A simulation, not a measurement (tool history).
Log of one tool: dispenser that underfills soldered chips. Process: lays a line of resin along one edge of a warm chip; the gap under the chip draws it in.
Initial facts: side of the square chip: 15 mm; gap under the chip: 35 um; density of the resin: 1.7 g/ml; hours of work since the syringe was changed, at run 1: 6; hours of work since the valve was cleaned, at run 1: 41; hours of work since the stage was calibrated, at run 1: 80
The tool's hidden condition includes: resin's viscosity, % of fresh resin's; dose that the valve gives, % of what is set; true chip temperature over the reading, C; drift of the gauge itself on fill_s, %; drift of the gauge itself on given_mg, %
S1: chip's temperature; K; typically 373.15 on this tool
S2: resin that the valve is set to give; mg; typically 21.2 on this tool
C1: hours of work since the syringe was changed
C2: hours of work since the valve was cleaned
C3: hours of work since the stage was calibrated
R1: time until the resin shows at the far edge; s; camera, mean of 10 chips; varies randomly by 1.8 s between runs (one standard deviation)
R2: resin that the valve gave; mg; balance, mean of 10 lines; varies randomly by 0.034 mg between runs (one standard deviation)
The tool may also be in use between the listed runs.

{"run": 1, "hour": 0.0, "S1": 373.15, "S2": 21.2, "C1": 6, "C2": 41, "C3": 80, "R1": 310.1, "R2": 20.89}
{"run": 2, "hour": 5.0, "S1": 373.15, "S2": 24.4, "C1": 10, "C2": 45, "C3": 84, "R1": 412.3, "R2": 23.98}
{"hour": 6.7, "done": "new syringe of resin"}
{"run": 3, "hour": 12.0, "S1": 373.15, "S2": 21.2, "C1": 4, "C2": 49, "C3": 88, "R1": 238.1, "R2": 20.8}
{"run": 4, "hour": 17.8, "S1": 373.15, "S2": 21.2, "C1": 8, "C2": 53, "C3": 92, "R1": 342.3, "R2": 20.83}
{"hour": 23.2, "done": "new syringe of resin"}
{"run": 5, "hour": 23.4, "S1": 373.15, "S2": 21.2, "C1": 0, "C2": 57, "C3": 96, "R1": 172.2, "R2": 20.75}
{"run": 6, "hour": 28.2, "S1": 373.15, "S2": 21.2, "C1": 3, "C2": 60, "C3": 99, "R1": 234.1, "R2": 20.75}
{"run": 7, "hour": 31.3, "S1": 373.15, "S2": 21.2, "C1": 5, "C2": 62, "C3": 101, "R1": 279.8, "R2": 20.75}
{"run": 8, "hour": 34.4, "S1": 373.15, "S2": 21.2, "C1": 8, "C2": 64, "C3": 103, "R1": 336.1, "R2": 20.69}
{"run": 9, "hour": 38.2, "S1": 373.15, "S2": 21.2, "C1": 10, "C2": 67, "C3": 106, "R1": 416.3, "R2": 20.74}
{"hour": 39.6, "done": "new syringe of resin"}
{"run": 10, "hour": 41.5, "S1": 373.15, "S2": 21.2, "C1": 1, "C2": 69, "C3": 108, "R1": 196.5, "R2": 20.7}
{"run": 11, "hour": 44.9, "S1": 373.15, "S2": 21.2, "C1": 4, "C2": 71, "C3": 110, "R1": 245.9, "R2": 20.65}
{"run": 12, "hour": 49.5, "S1": 376.15, "S2": 18.8, "C1": 7, "C2": 74, "C3": 113, "R1": 292.6, "R2": 18.3}
{"hour": 55.7, "done": "new syringe of resin"}
{"run": 13, "hour": 56.2, "S1": 375.15, "S2": 18.9, "C1": 0, "C2": 79, "C3": 118, "R1": 175.0, "R2": 18.36}
{"run": 14, "hour": 59.3, "S1": 378.15, "S2": 23.5, "C1": 2, "C2": 81, "C3": 120, "R1": 185.9, "R2": 22.88}
{"run": 15, "hour": 64.3, "S1": 378.15, "S2": 23.5, "C1": 6, "C2": 84, "C3": 123, "R1": 249.9, "R2": 22.81}
{"run": 16, "hour": 70.9, "S1": 378.15, "S2": 23.5, "C1": 10, "C2": 89, "C3": 128, "R1": 366.4, "R2": 22.72}
{"hour": 72.3, "done": "new syringe of resin"}
{"run": 17, "hour": 78.0, "S1": 378.15, "S2": 23.5, "C1": 4, "C2": 94, "C3": 132, "R1": 207.9, "R2": 22.74}
{"run": 18, "hour": 82.7, "S1": 381.15, "S2": 22.7, "C1": 7, "C2": 97, "C3": 135, "R1": 256.5, "R2": 21.95}
{"hour": 88.4, "done": "new syringe of resin"}
{"run": 19, "hour": 88.5, "S1": 382.15, "S2": 24.6, "C1": 0, "C2": 100, "C3": 139, "R1": 127.2, "R2": 23.62}
{"hour": 95.1, "done": "dispensing valve cleaned and set on the balance"}
{"run": 20, "hour": 96.2, "S1": 382.15, "S2": 24.6, "C1": 5, "C2": 1, "C3": 144, "R1": 193.9, "R2": 24.58}
{"run": 21, "hour": 103.0, "S1": 382.15, "S2": 26.5, "C1": 9, "C2": 5, "C3": 148, "R1": 291.3, "R2": 26.53}

Branching from run 21: 5 alternative next runs. What would each branch give?
{"hour": 105.6, "done": "new syringe of resin"}
{"run": "A", "hour": 106.3, "S1": 382.15, "S2": 24.2, "C1": 0, "C2": 7, "C3": 150, "R1": "?", "R2": "?"}
{"hour": 105.6, "done": "new syringe of resin"}
{"run": "B", "hour": 106.3, "S1": 360.15, "S2": 19.6, "C1": 0, "C2": 7, "C3": 150, "R1": "?", "R2": "?"}
{"hour": 105.6, "done": "new syringe of resin"}
{"run": "C", "hour": 106.3, "S1": 361.15, "S2": 22.3, "C1": 0, "C2": 7, "C3": 150, "R1": "?", "R2": "?"}
{"hour": 105.6, "done": "new syringe of resin"}
{"run": "D", "hour": 106.3, "S1": 366.15, "S2": 23.6, "C1": 0, "C2": 7, "C3": 150, "R1": "?", "R2": "?"}
{"hour": 105.6, "done": "new syringe of resin"}
{"run": "E", "hour": 106.3, "S1": 384.15, "S2": 20.1, "C1": 0, "C2": 7, "C3": 150, "R1": "?", "R2": "?"}

run=A R1=134.0 R2=24.10
run=B R1=284.3 R2=19.50
run=C R1=267.4 R2=22.29
run=D R1=223.6 R2=23.52
run=E R1=129.3 R2=20.04
The same runs, with their run-to-run variation unchanged, on a tool lacking any hidden condition would have given:
run=A R1=133.1 R2=24.17
run=B R1=283.1 R2=19.55
run=C R1=266.2 R2=22.36
run=D R1=222.5 R2=23.58
run=E R1=128.4 R2=20.10
